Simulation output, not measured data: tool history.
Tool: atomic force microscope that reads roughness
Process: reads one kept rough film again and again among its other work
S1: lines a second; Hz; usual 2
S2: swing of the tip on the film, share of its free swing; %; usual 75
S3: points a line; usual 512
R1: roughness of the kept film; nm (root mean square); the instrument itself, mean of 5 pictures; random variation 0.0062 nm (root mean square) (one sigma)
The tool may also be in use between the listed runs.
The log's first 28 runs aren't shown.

run,hour,S1,S2,S3,R1
29,227.1,0.95,59,259,2.052
30,234,1.27,80,278,1.851
31,245.4,1.27,80,278,1.838
32,254.8,3.09,62,610,1.87
33,266,1.87,90,413,1.563
34,270.7,1.06,56,354,2.035
35,279.8,1.12,62,538,1.984
36,291.2,0.89,75,512,1.907
# hour 296.3: new tip fitted
37,297.7,0.89,75,512,1.989
38,308.9,0.89,75,512,1.981
39,318,0.89,81,512,1.927
40,323.2,0.89,81,683,1.921
41,333.4,3.57,61,895,1.864
42,339.3,3.57,61,895,1.864

Forecast run 43:
43,347.4,3.57,61,895,?

{"run 43": {"R1": 1.848}}
Without the tool's hidden state the same run would have given R1 1.892 nm (root mean square).
